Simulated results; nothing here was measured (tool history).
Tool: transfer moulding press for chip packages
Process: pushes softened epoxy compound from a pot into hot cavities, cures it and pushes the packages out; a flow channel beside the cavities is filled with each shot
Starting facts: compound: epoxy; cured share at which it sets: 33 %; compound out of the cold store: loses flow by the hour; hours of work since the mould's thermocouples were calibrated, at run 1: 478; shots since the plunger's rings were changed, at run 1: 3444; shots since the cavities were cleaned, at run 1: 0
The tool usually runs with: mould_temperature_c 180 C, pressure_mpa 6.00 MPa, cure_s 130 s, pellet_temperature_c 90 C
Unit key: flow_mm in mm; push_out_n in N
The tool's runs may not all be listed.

run,hour,mould_temperature_c,pressure_mpa,cure_s,pellet_temperature_c,hours of work since the mould's thermocouples were calibrated,shots since the plunger's rings were changed,shots since the cavities were cleaned,incoming compound's hours out of the cold store,flow_mm,push_out_n
1,0.0,180,6.00,130,90,478,3444,0,20.6,621,272
2,41.7,180,5.04,130,90,496,3707,263,9.6,602,271
3,67.8,180,4.62,130,90,507,3871,427,15.9,560,276
4,91.3,180,4.62,130,90,517,4020,576,46.1,478,270
# hour 96.9: plunger's sealing rings changed
5,112.9,180,4.62,130,90,525,100,695,21.9,541,283
6,138.1,180,4.62,130,90,536,259,854,47.8,472,263
7,161.6,188,6.00,130,90,546,408,1003,9.7,645,265
# hour 179.0: cavities cleaned with cleaning compound and waxed
8,188.7,188,6.00,130,90,557,569,61,33.2,566,251
9,219.6,188,6.00,130,90,570,764,256,40.1,546,262
10,249.6,181,6.00,130,90,583,953,445,16.2,632,263
11,275.4,181,6.00,130,90,594,1115,607,8.3,664,273
12,313.0,185,6.00,130,90,610,1352,844,44.1,541,257
13,346.2,185,6.00,130,88,624,1561,1053,34.1,572,252
# hour 355.8: cavities cleaned with cleaning compound and waxed
14,385.4,179,6.00,130,89,640,1799,186,20.5,620,266
15,405.5,176,5.11,130,90,649,1926,313,19.5,587,319
16,439.3,180,6.00,138,90,663,2139,526,27.1,601,260

Run 17, settings as shown, results not yet in. Your forecast:
17,465.6,180,6.74,138,90,674,2305,692,41.1,?,?

Logged for run 17: flow_mm 591 mm, push_out_n 263 N.
Had the tool carried no hidden state, the very same run would have given flow_mm 591 mm, push_out_n 261 N.
